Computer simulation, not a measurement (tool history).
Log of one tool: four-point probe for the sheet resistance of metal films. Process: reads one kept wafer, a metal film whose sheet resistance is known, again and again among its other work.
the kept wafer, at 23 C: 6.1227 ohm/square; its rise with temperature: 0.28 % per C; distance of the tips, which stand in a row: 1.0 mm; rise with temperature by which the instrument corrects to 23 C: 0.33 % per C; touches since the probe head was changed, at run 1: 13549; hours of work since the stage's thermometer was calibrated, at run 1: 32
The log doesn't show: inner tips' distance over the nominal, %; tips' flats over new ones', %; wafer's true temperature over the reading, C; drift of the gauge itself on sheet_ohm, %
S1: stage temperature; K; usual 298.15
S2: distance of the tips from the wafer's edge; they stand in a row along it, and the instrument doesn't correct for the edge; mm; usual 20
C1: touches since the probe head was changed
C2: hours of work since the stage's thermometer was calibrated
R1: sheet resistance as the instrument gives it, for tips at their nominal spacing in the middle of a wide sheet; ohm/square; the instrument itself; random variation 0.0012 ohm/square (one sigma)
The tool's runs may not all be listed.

run   hour      S1  S2     C1   C2        R1
  1    0.0  298.15  20  13549   32  6.120887
  2   15.5  298.15  20  14109   44  6.116725
  3   38.4  298.15  20  14940   61  6.120944
  4   58.1  298.15  20  15651   76  6.120323
  5   79.9  298.15  20  16442   92  6.120814
  6   97.8  298.15  20  17092  106  6.119395
  7  117.8  298.15   4  17815  121  6.309980
  8  141.1  298.15   4  18660  139  6.311867
  9  160.5  298.15   4  19363  153  6.312211
 10  180.0  298.15   4  20069  168  6.312340
 11  192.3  299.15   4  20513  178  6.308334
 12  207.9  293.15   3  21078  189  6.476184
 13  222.4  293.15   3  21605  200  6.476105
     225.1  -- stage's thermometer calibrated
 14  241.9  293.15   5  22291   13  6.259971
 15  252.2  294.15  40  22665   21  6.129989
 16  266.7  294.15  40  23192   32  6.129035
 17  276.5  305.15  20  23544   39  6.096466
 18  297.3  294.15  14  24299   55  6.143574
 19  308.3  294.15  14  24699   63  6.145866
 20  321.3  302.15   6  25169   73  6.190737

Forecast each of these 5 alternatives for the next run:
  A  333.9  295.15  37  25624  82   ?
  B  333.9  307.15   6  25624  82   ?
  C  333.9  298.15   4  25624  82   ?
  D  333.9  292.15  72  25624  82   ?
  E  333.9  303.15  17  25624  82   ?

run        R1
  A  6.127047
  B  6.173524
  C  6.313228
  D  6.136905
  E  6.108878
Without the tool's hidden state the same runs would have given:
run        R1
  A  6.128787
  B  6.175240
  C  6.315010
  D  6.138657
  E  6.110588
